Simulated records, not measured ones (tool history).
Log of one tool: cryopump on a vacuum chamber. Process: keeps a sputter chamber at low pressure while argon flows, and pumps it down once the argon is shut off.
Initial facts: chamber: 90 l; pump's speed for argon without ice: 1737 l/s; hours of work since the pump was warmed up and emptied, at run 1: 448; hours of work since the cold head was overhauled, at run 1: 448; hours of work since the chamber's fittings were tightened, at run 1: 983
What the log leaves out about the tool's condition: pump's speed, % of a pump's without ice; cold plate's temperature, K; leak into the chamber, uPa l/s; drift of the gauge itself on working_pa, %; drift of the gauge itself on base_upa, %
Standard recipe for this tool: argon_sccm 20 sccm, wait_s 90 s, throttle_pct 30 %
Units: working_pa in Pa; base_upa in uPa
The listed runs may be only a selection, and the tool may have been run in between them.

| run | hour | argon_sccm | wait_s | throttle_pct | hours of work since the pump was warmed up and emptied | hours of work since the cold head was overhauled | hours of work since the chamber's fittings were tightened | working_pa | base_upa |
|---|---|---|---|---|---|---|---|---|---|
| 1 | 0 | 20 | 90 | 30 | 448 | 448 | 983 | 0.0691 | 2.38 |
| 2 | 67.8 | 20 | 90 | 30 | 483 | 483 | 1018 | 0.0701 | 2.45 |
| 3 | 121.3 | 14 | 90 | 30 | 510 | 510 | 1045 | 0.0489 | 2.56 |
| 4 | 175.9 | 34 | 90 | 30 | 538 | 538 | 1073 | 0.1191 | 2.54 |
| 5 | 226.8 | 34 | 90 | 30 | 564 | 564 | 1099 | 0.1208 | 2.6 |
| 6 | 264.9 | 26 | 90 | 30 | 583 | 583 | 1118 | 0.093 | 2.74 |
| 7 | 324.3 | 26 | 90 | 30 | 614 | 614 | 1148 | 0.0924 | 2.89 |
| 8 | 398.8 | 26 | 90 | 30 | 652 | 652 | 1186 | 0.0945 | 2.83 |
| 9 | 479.6 | 20 | 90 | 30 | 693 | 693 | 1228 | 0.0735 | 2.92 |
| 10 | 566.7 | 20 | 90 | 30 | 737 | 737 | 1272 | 0.0733 | 3.11 |
| 11 | 602.8 | 20 | 90 | 30 | 756 | 756 | 1290 | 0.0739 | 3.13 |
| 12 | 683.4 | 20 | 90 | 30 | 797 | 797 | 1331 | 0.075 | 3.27 |
|  | 727.3 | pump warmed up, emptied and cooled again |
| 13 | 765.3 | 20 | 90 | 30 | 19 | 836 | 1371 | 0.0653 | 2.51 |
| 14 | 852.1 | 20 | 234 | 30 | 64 | 880 | 1415 | 0.0655 | 2.05 |
|  | 893.5 | leaking fittings of the chamber tightened, without venting |
| 15 | 907.1 | 22 | 72 | 16 | 91 | 907 | 7 | 0.135 | 1.25 |

Expected results for the next run?
| 16 | 973.9 | 8 | 26 | 41 | 125 | 941 | 41 | ? | ? |

working_pa: 0.0189 Pa
base_upa: 3.16 uPa
Were there no unlogged condition in the tool, this run, its random variation unchanged, would have produced working_pa 0.0184 Pa, base_upa 3.09 uPa.
